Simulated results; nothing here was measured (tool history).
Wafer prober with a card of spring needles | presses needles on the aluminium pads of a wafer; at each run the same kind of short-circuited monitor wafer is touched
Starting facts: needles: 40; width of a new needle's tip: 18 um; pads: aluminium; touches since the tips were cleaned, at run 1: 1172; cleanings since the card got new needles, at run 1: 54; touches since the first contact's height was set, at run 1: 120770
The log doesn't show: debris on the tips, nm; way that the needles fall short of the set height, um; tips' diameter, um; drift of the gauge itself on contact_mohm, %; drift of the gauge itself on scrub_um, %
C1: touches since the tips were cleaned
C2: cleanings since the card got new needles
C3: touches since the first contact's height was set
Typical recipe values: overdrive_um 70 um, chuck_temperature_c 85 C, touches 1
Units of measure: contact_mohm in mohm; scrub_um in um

run 1 hour=0.0 | overdrive_um=70 chuck_temperature_c=85 touches=1 | C1=1172 C2=54 C3=120770 | contact_mohm=239 scrub_um=16.19
-- hour=1.5 tips cleaned on abrasive film
-- hour=5.2 tips cleaned on abrasive film
-- hour=8.2 tips cleaned on abrasive film
run 2 hour=8.9 | overdrive_um=70 chuck_temperature_c=34 touches=1 | C1=421 C2=57 C3=126314 | contact_mohm=204 scrub_um=15.83
-- hour=11.9 tips cleaned on abrasive film
-- hour=14.9 tips cleaned on abrasive film
-- hour=18.6 tips cleaned on abrasive film
-- hour=21.5 tips cleaned on abrasive film
run 3 hour=23.5 | overdrive_um=70 chuck_temperature_c=34 touches=1 | C1=1246 C2=61 C3=135475 | contact_mohm=233 scrub_um=15.73
-- hour=25.0 tips cleaned on abrasive film
-- hour=28.7 tips cleaned on abrasive film
run 4 hour=31.1 | overdrive_um=70 chuck_temperature_c=34 touches=1 | C1=1569 C2=63 C3=140303 | contact_mohm=250 scrub_um=15.62
-- hour=32.0 tips cleaned on abrasive film
-- hour=35.7 tips cleaned on abrasive film
-- hour=39.4 tips cleaned on abrasive film
-- hour=43.1 tips cleaned on abrasive film
run 5 hour=43.8 | overdrive_um=70 chuck_temperature_c=34 touches=1 | C1=477 C2=67 C3=148230 | contact_mohm=220 scrub_um=15.58
-- hour=46.1 tips cleaned on abrasive film
-- hour=49.8 tips cleaned on abrasive film
-- hour=52.8 tips cleaned on abrasive film
-- hour=56.5 tips cleaned on abrasive film
run 6 hour=58.3 | overdrive_um=70 chuck_temperature_c=34 touches=1 | C1=1167 C2=71 C3=157302 | contact_mohm=243 scrub_um=15.65
-- hour=59.8 tips cleaned on abrasive film
-- hour=62.8 tips cleaned on abrasive film
-- hour=66.5 tips cleaned on abrasive film
-- hour=69.5 tips cleaned on abrasive film
run 7 hour=69.7 | overdrive_um=70 chuck_temperature_c=85 touches=1 | C1=170 C2=75 C3=164456 | contact_mohm=210 scrub_um=15.50
-- hour=72.7 tips cleaned on abrasive film
-- hour=76.4 tips cleaned on abrasive film
-- hour=79.4 tips cleaned on abrasive film
-- hour=83.1 tips cleaned on abrasive film
run 8 hour=84.1 | overdrive_um=70 chuck_temperature_c=85 touches=1 | C1=618 C2=79 C3=173455 | contact_mohm=229 scrub_um=15.37
-- hour=86.3 tips cleaned on abrasive film
-- hour=89.3 tips cleaned on abrasive film
-- hour=93.0 tips cleaned on abrasive film
-- hour=96.7 tips cleaned on abrasive film
run 9 hour=96.7 | overdrive_um=70 chuck_temperature_c=85 touches=2 | C1=0 C2=83 C3=181321 | contact_mohm=202 scrub_um=15.25
-- hour=100.4 tips cleaned on abrasive film
-- hour=104.1 tips cleaned on abrasive film
-- hour=107.8 tips cleaned on abrasive film
-- hour=111.5 tips cleaned on abrasive film
run 10 hour=112.3 | overdrive_um=70 chuck_temperature_c=85 touches=2 | C1=546 C2=87 C3=191177 | contact_mohm=218 scrub_um=15.31
-- hour=114.6 tips cleaned on abrasive film
-- hour=118.3 tips cleaned on abrasive film
-- hour=122.0 tips cleaned on abrasive film
-- hour=125.7 tips cleaned on abrasive film
run 11 hour=125.9 | overdrive_um=70 chuck_temperature_c=85 touches=2 | C1=108 C2=91 C3=199668 | contact_mohm=203 scrub_um=15.33
-- hour=128.8 tips cleaned on abrasive film
-- hour=132.6 tips cleaned on abrasive film
-- hour=136.3 tips cleaned on abrasive film
-- hour=140.0 tips cleaned on abrasive film
run 12 hour=140.7 | overdrive_um=70 chuck_temperature_c=85 touches=2 | C1=485 C2=95 C3=208997 | contact_mohm=211 scrub_um=14.77
-- hour=143.0 tips cleaned on abrasive film
-- hour=146.7 tips cleaned on abrasive film
-- hour=150.4 tips cleaned on abrasive film
run 13 hour=151.1 | overdrive_um=70 chuck_temperature_c=85 touches=2 | C1=449 C2=98 C3=215497 | contact_mohm=212 scrub_um=14.72
-- hour=154.1 tips cleaned on abrasive film
-- hour=157.0 tips cleaned on abrasive film
-- hour=160.8 tips cleaned on abrasive film
-- hour=164.5 tips cleaned on abrasive film
run 14 hour=164.5 | overdrive_um=70 chuck_temperature_c=95 touches=2 | C1=31 C2=102 C3=223907 | contact_mohm=203 scrub_um=14.78
-- hour=167.5 tips cleaned on abrasive film
-- hour=171.2 tips cleaned on abrasive film
-- hour=174.2 tips cleaned on abrasive film
-- hour=177.9 tips cleaned on abrasive film
-- hour=181.6 tips cleaned on abrasive film
run 15 hour=182.2 | overdrive_um=70 chuck_temperature_c=95 touches=2 | C1=371 C2=107 C3=234982 | contact_mohm=215 scrub_um=14.55
-- hour=185.1 tips cleaned on abrasive film
-- hour=188.8 tips cleaned on abrasive film
-- hour=192.4 tips cleaned on abrasive film
run 16 hour=192.4 | overdrive_um=70 chuck_temperature_c=88 touches=2 | C1=0 C2=110 C3=241382 | contact_mohm=206 scrub_um=14.31
-- hour=196.1 tips cleaned on abrasive film
-- hour=199.3 height of the first contact set anew
-- hour=200.1 tips cleaned on abrasive film
-- hour=203.8 tips cleaned on abrasive film
-- hour=207.1 tips cleaned on abrasive film
run 17 hour=207.1 | overdrive_um=70 chuck_temperature_c=88 touches=2 | C1=0 C2=114 C3=4901 | contact_mohm=199 scrub_um=17.41
-- hour=210.1 tips cleaned on abrasive film
-- hour=213.8 tips cleaned on abrasive film
-- hour=217.5 tips cleaned on abrasive film
run 18 hour=218.9 | overdrive_um=87 chuck_temperature_c=121 touches=1 | C1=891 C2=117 C3=12310 | contact_mohm=218 scrub_um=21.49
-- hour=221.2 tips cleaned on abrasive film
-- hour=224.9 tips cleaned on abrasive film
-- hour=228.6 tips cleaned on abrasive film
-- hour=232.3 tips cleaned on abrasive film
run 19 hour=234.8 | overdrive_um=87 chuck_temperature_c=121 touches=1 | C1=1653 C2=121 C3=22343 | contact_mohm=229 scrub_um=21.23
-- hour=235.7 tips cleaned on abrasive film
-- hour=239.4 tips cleaned on abrasive film
-- hour=243.1 tips cleaned on abrasive film
-- hour=246.8 tips cleaned on abrasive film
run 20 hour=248.0 | overdrive_um=84 chuck_temperature_c=85 touches=1 | C1=773 C2=125 C3=30565 | contact_mohm=218 scrub_um=20.61
-- hour=250.2 tips cleaned on abrasive film
-- hour=253.9 tips cleaned on abrasive film
run 21 hour=255.4 | overdrive_um=70 chuck_temperature_c=26 touches=1 | C1=911 C2=127 C3=35200 | contact_mohm=221 scrub_um=16.84
-- hour=257.6 tips cleaned on abrasive film
-- hour=261.3 tips cleaned on abrasive film
-- hour=265.0 tips cleaned on abrasive film
-- hour=268.7 tips cleaned on abrasive film
run 22 hour=271.6 | overdrive_um=59 chuck_temperature_c=30 touches=2 | C1=1838 C2=131 C3=45411 | contact_mohm=242 scrub_um=14.17
-- hour=272.4 tips cleaned on abrasive film
-- hour=276.1 tips cleaned on abrasive film
-- hour=279.8 tips cleaned on abrasive film
-- hour=283.5 tips cleaned on abrasive film
-- hour=287.2 tips cleaned on abrasive film
run 23 hour=289.8 | overdrive_um=81 chuck_temperature_c=49 touches=1 | C1=1662 C2=136 C3=56845 | contact_mohm=238 scrub_um=19.34
-- hour=290.6 tips cleaned on abrasive film
-- hour=294.3 tips cleaned on abrasive film
-- hour=298.0 tips cleaned on abrasive film
run 24 hour=299.7 | overdrive_um=70 chuck_temperature_c=91 touches=1 | C1=1121 C2=139 C3=63086 | contact_mohm=245 scrub_um=16.67
-- hour=301.3 tips cleaned on abrasive film
-- hour=304.3 tips cleaned on abrasive film
-- hour=308.0 tips cleaned on abrasive film
-- hour=310.9 tips cleaned on abrasive film
-- hour=314.7 tips cleaned on abrasive film
-- hour=318.0 tips cleaned on abrasive film
run 25 hour=318.0 | overdrive_um=88 chuck_temperature_c=75 touches=1 | C1=0 C2=145 C3=74520 | contact_mohm=192 scrub_um=21.16
-- hour=321.7 tips cleaned on abrasive film
-- hour=325.4 tips cleaned on abrasive film
-- hour=329.2 tips cleaned on abrasive film
-- hour=332.1 tips cleaned on abrasive film
run 26 hour=333.9 | overdrive_um=70 chuck_temperature_c=119 touches=1 | C1=1148 C2=149 C3=84513 | contact_mohm=252 scrub_um=16.38
-- hour=335.5 tips cleaned on abrasive film
-- hour=338.4 tips cleaned on abrasive film
-- hour=342.1 tips cleaned on abrasive film
-- hour=345.1 tips cleaned on abrasive film
-- hour=348.8 tips cleaned on abrasive film
run 27 hour=350.7 | overdrive_um=70 chuck_temperature_c=119 touches=3 | C1=1185 C2=154 C3=95009 | contact_mohm=222 scrub_um=16.25

3 ways to go on from here, each from the tool as it stands after run 27. What would each give?
-- hour=352.2 tips cleaned on abrasive film
-- hour=355.9 tips cleaned on abrasive film
-- hour=359.6 tips cleaned on abrasive film
-- hour=362.6 tips cleaned on abrasive film
-- hour=366.3 tips cleaned on abrasive film
run A hour=368.1 | overdrive_um=59 chuck_temperature_c=73 touches=2 | C1=1162 C2=159 C3=105948 | contact_mohm=? scrub_um=?
-- hour=352.2 tips cleaned on abrasive film
-- hour=355.9 tips cleaned on abrasive film
-- hour=359.6 tips cleaned on abrasive film
-- hour=362.6 tips cleaned on abrasive film
-- hour=366.3 tips cleaned on abrasive film
run B hour=368.1 | overdrive_um=53 chuck_temperature_c=119 touches=3 | C1=1162 C2=159 C3=105948 | contact_mohm=? scrub_um=?
-- hour=352.2 tips cleaned on abrasive film
-- hour=355.9 tips cleaned on abrasive film
-- hour=359.6 tips cleaned on abrasive film
-- hour=362.6 tips cleaned on abrasive film
-- hour=366.3 tips cleaned on abrasive film
run C hour=368.1 | overdrive_um=61 chuck_temperature_c=35 touches=2 | C1=1162 C2=159 C3=105948 | contact_mohm=? scrub_um=?

run=A contact_mohm=245 scrub_um=13.29
run=B contact_mohm=243 scrub_um=11.80
run=C contact_mohm=235 scrub_um=13.61
With the hidden condition removed and each run's random variation left untouched, the same runs would have given:
run=A contact_mohm=192 scrub_um=14.45
run=B contact_mohm=202 scrub_um=12.96
run=C contact_mohm=184 scrub_um=14.77
